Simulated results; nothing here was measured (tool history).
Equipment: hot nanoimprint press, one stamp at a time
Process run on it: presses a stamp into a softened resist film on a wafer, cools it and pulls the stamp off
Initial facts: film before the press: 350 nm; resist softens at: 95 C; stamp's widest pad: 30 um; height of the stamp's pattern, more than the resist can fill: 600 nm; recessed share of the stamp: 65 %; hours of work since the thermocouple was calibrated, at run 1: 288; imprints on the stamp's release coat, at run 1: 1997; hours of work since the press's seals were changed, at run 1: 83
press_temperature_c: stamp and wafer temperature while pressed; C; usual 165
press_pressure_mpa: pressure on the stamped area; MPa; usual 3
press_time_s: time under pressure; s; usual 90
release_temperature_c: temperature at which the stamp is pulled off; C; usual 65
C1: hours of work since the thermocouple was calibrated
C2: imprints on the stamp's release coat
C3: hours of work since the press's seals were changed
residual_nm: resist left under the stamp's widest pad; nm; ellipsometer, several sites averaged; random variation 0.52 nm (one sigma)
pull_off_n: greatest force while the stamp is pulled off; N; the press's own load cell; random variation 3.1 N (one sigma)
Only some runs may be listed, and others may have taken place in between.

run 1 hour=0 | press_temperature_c=165 press_pressure_mpa=3 press_time_s=90 release_temperature_c=65 | C1=288 C2=1997 C3=83 | residual_nm=156.5 pull_off_n=210
run 2 hour=11.2 | press_temperature_c=165 press_pressure_mpa=3 press_time_s=90 release_temperature_c=72 | C1=297 C2=2035 C3=91 | residual_nm=158.3 pull_off_n=186
run 3 hour=18.9 | press_temperature_c=157 press_pressure_mpa=3 press_time_s=90 release_temperature_c=65 | C1=303 C2=2061 C3=97 | residual_nm=226.9 pull_off_n=213
run 4 hour=27.5 | press_temperature_c=157 press_pressure_mpa=3 press_time_s=90 release_temperature_c=65 | C1=309 C2=2089 C3=104 | residual_nm=227.5 pull_off_n=217
run 5 hour=34 | press_temperature_c=157 press_pressure_mpa=3 press_time_s=90 release_temperature_c=65 | C1=314 C2=2111 C3=109 | residual_nm=227.8 pull_off_n=213
run 6 hour=42.1 | press_temperature_c=157 press_pressure_mpa=3 press_time_s=90 release_temperature_c=66 | C1=321 C2=2138 C3=115 | residual_nm=226 pull_off_n=211
run 7 hour=48.2 | press_temperature_c=157 press_pressure_mpa=3 press_time_s=90 release_temperature_c=66 | C1=325 C2=2158 C3=120 | residual_nm=225.9 pull_off_n=225
run 8 hour=55.1 | press_temperature_c=157 press_pressure_mpa=3 press_time_s=90 release_temperature_c=66 | C1=331 C2=2181 C3=126 | residual_nm=226.2 pull_off_n=215
run 9 hour=61.1 | press_temperature_c=157 press_pressure_mpa=3 press_time_s=90 release_temperature_c=66 | C1=336 C2=2201 C3=130 | residual_nm=225.9 pull_off_n=221
run 10 hour=69.1 | press_temperature_c=157 press_pressure_mpa=3 press_time_s=90 release_temperature_c=66 | C1=342 C2=2228 C3=136 | residual_nm=226.3 pull_off_n=212
run 11 hour=74.9 | press_temperature_c=156 press_pressure_mpa=3 press_time_s=90 release_temperature_c=66 | C1=346 C2=2248 C3=141 | residual_nm=236.4 pull_off_n=224
run 12 hour=81.4 | press_temperature_c=156 press_pressure_mpa=3 press_time_s=90 release_temperature_c=66 | C1=351 C2=2269 C3=146 | residual_nm=236.6 pull_off_n=217
run 13 hour=87.3 | press_temperature_c=156 press_pressure_mpa=3 press_time_s=90 release_temperature_c=66 | C1=356 C2=2289 C3=151 | residual_nm=235.7 pull_off_n=217
run 14 hour=93 | press_temperature_c=156 press_pressure_mpa=3 press_time_s=90 release_temperature_c=66 | C1=360 C2=2308 C3=155 | residual_nm=234.6 pull_off_n=219
run 15 hour=100.5 | press_temperature_c=156 press_pressure_mpa=3 press_time_s=90 release_temperature_c=66 | C1=366 C2=2333 C3=161 | residual_nm=235.6 pull_off_n=224
run 16 hour=110.2 | press_temperature_c=156 press_pressure_mpa=3 press_time_s=90 release_temperature_c=66 | C1=374 C2=2366 C3=168 | residual_nm=235.9 pull_off_n=226
-- hour=119.5 plate thermocouple calibrated
run 17 hour=120.1 | press_temperature_c=156 press_pressure_mpa=3.54 press_time_s=90 release_temperature_c=66 | C1=0 C2=2389 C3=174 | residual_nm=228.1 pull_off_n=235
run 18 hour=127.8 | press_temperature_c=175 press_pressure_mpa=1.83 press_time_s=170 release_temperature_c=71 | C1=6 C2=2414 C3=180 | residual_nm=98.7 pull_off_n=198
run 19 hour=134.6 | press_temperature_c=175 press_pressure_mpa=1.83 press_time_s=170 release_temperature_c=71 | C1=12 C2=2437 C3=185 | residual_nm=97.8 pull_off_n=207
-- hour=149.3 stamp cleaned and given a new release coat
run 20 hour=152.9 | press_temperature_c=175 press_pressure_mpa=1.83 press_time_s=170 release_temperature_c=71 | C1=21 C2=12 C3=195 | residual_nm=98.2 pull_off_n=137
run 21 hour=158.2 | press_temperature_c=175 press_pressure_mpa=1.83 press_time_s=109 release_temperature_c=51 | C1=25 C2=30 C3=199 | residual_nm=118.3 pull_off_n=193
run 22 hour=164.8 | press_temperature_c=175 press_pressure_mpa=1.83 press_time_s=109 release_temperature_c=51 | C1=31 C2=52 C3=204 | residual_nm=119.5 pull_off_n=188
-- hour=173.7 plate thermocouple calibrated, once more
run 23 hour=173.7 | press_temperature_c=175 press_pressure_mpa=1.83 press_time_s=109 release_temperature_c=51 | C1=0 C2=71 C3=208 | residual_nm=112.6 pull_off_n=187
run 24 hour=182.2 | press_temperature_c=165 press_pressure_mpa=2.25 press_time_s=90 release_temperature_c=53 | C1=7 C2=100 C3=215 | residual_nm=174.9 pull_off_n=194
run 25 hour=192 | press_temperature_c=154 press_pressure_mpa=3 press_time_s=90 release_temperature_c=72 | C1=14 C2=133 C3=223 | residual_nm=248.9 pull_off_n=127
run 26 hour=203.4 | press_temperature_c=176 press_pressure_mpa=3.54 press_time_s=88 release_temperature_c=64 | C1=23 C2=171 C3=232 | residual_nm=84.9 pull_off_n=161
run 27 hour=215.4 | press_temperature_c=163 press_pressure_mpa=3 press_time_s=157 release_temperature_c=65 | C1=32 C2=211 C3=241 | residual_nm=137.7 pull_off_n=156
run 28 hour=220.7 | press_temperature_c=177 press_pressure_mpa=3 press_time_s=53 release_temperature_c=65 | C1=37 C2=228 C3=245 | residual_nm=110.1 pull_off_n=152
run 29 hour=231.7 | press_temperature_c=159 press_pressure_mpa=3 press_time_s=53 release_temperature_c=65 | C1=45 C2=265 C3=254 | residual_nm=237.8 pull_off_n=154

Branching from run 29: 5 alternative next runs. What would each branch give?
run A hour=238.4 | press_temperature_c=175 press_pressure_mpa=3 press_time_s=90 release_temperature_c=58 | C1=50 C2=287 C3=259 | residual_nm=? pull_off_n=?
run B hour=238.4 | press_temperature_c=165 press_pressure_mpa=1.97 press_time_s=138 release_temperature_c=57 | C1=50 C2=287 C3=259 | residual_nm=? pull_off_n=?
run C hour=238.4 | press_temperature_c=169 press_pressure_mpa=3 press_time_s=53 release_temperature_c=62 | C1=50 C2=287 C3=259 | residual_nm=? pull_off_n=?
run D hour=238.4 | press_temperature_c=159 press_pressure_mpa=1.97 press_time_s=53 release_temperature_c=71 | C1=50 C2=287 C3=259 | residual_nm=? pull_off_n=?
run E hour=238.4 | press_temperature_c=159 press_pressure_mpa=3 press_time_s=103 release_temperature_c=65 | C1=50 C2=287 C3=259 | residual_nm=? pull_off_n=?

run=A residual_nm=95.8 pull_off_n=174
run=B residual_nm=159 pull_off_n=184
run=C residual_nm=157 pull_off_n=168
run=D residual_nm=267.7 pull_off_n=140
run=E residual_nm=195.8 pull_off_n=157
Stripped of hidden state, with their random variation kept, the same runs would have yielded:
run=A residual_nm=94.5 pull_off_n=164
run=B residual_nm=157.2 pull_off_n=174
run=C residual_nm=155.1 pull_off_n=158
run=D residual_nm=266 pull_off_n=132
run=E residual_nm=193.5 pull_off_n=148
